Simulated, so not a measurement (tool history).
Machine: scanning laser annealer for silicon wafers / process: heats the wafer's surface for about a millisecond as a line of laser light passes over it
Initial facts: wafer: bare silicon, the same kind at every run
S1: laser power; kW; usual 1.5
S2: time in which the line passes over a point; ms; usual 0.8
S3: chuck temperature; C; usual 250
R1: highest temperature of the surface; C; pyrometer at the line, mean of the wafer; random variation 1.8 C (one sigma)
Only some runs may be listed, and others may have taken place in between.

run    hour     S1     S2   S3    R1
  1       0    1.5    0.8  250  1025
  2    56.3    1.5    0.8  250  1021
  3    82.8    1.5    0.8  250  1014
  4   119.8    1.5    0.8  250  1019
  5   161.4    1.5    0.8  250  1015
  6   188.6    1.5    0.8  250  1011
  7   215.7    1.5    0.8  250  1014
  8   266.6    1.5    0.8  250  1010
  9   308.3    1.5    0.8  290  1051
 10   354.1    1.5    0.8  290  1048
 11   407.1    1.5    0.8  290  1047
 12     455    1.5  0.567  290   911
 13   499.1    1.5  0.567  290   916
 14     555    1.5  0.567  290   909
 15   608.3    1.5  0.567  290   908
 16   668.7    1.5  0.567  290   906
 17   718.6    1.5  0.567  290   908
 18   763.4  1.445  0.567  290   885
 19   792.6  1.445  0.567  290   883
 20   845.5    1.5    0.8  250   993
 21   892.8    1.5    0.8  250   989
 22   926.9   1.46    0.8  249   971
 23   991.4  1.388  0.824  232   928
 24    1043  1.336  0.857  250   936
 25  1106.6  1.303  0.901  265   952
 26  1164.7  1.379   0.59  288   857
 27  1207.3  1.604  0.563  215   857
 28  1270.2  1.513  0.621  250   888
 29  1301.8  1.513  0.621  250   886
 30  1328.3  1.513  0.769  273   990
 31  1379.8  1.513  0.769  273   989
 32  1415.4  1.325  0.999  287  1016
     1429.8  -- window over the wafer cleaned
 33  1477.4  1.325  0.999  287  1051
 34  1522.2  1.436  0.589  241   855
 35  1580.6  1.347  0.885  250   970
 36  1628.4  1.419  0.885  250  1005
 37  1677.4  1.634  0.935  250  1140
 38  1716.4  1.634  0.935  250  1141
 39  1751.9  1.634  0.935  250  1139
 40  1804.2  1.297  0.806  250   907
 41  1833.4    1.5  0.621  287   936

Hidden state or all else? Some run-to-run changes of R1, split into what the settings, what came in and random variation would give without the hidden state, and what is left for the hidden state (with any gauge scatter that isn't in both results):
Hidden state at play: light that passes the window, % of a clean one's; laser's true power over the reading, %; width of the line over the set one, %; drift of the gauge itself on peak_c, C.
Run 11 -> 12: S2 0.8 -> 0.567. R1 -136 C: hidden state +2, all else -138.
Run 19 -> 20: S1 1.445 -> 1.5, S2 0.567 -> 0.8, S3 290 -> 250. R1 +110 C: hidden state -8, all else +118.
Run 26 -> 27: S1 1.379 -> 1.604, S2 0.59 -> 0.563, S3 288 -> 215. R1 +0 C: hidden state -6, all else +6.
Run 32 -> 33: window over the wafer cleaned. R1 +35 C: hidden state +35, all else +0.
Run 33 -> 34: S1 1.325 -> 1.436, S2 0.999 -> 0.589, S3 287 -> 241. R1 -196 C: hidden state +1, all else -197.
Run 39 -> 40: S1 1.634 -> 1.297, S2 0.935 -> 0.806. R1 -232 C: hidden state +6, all else -238.

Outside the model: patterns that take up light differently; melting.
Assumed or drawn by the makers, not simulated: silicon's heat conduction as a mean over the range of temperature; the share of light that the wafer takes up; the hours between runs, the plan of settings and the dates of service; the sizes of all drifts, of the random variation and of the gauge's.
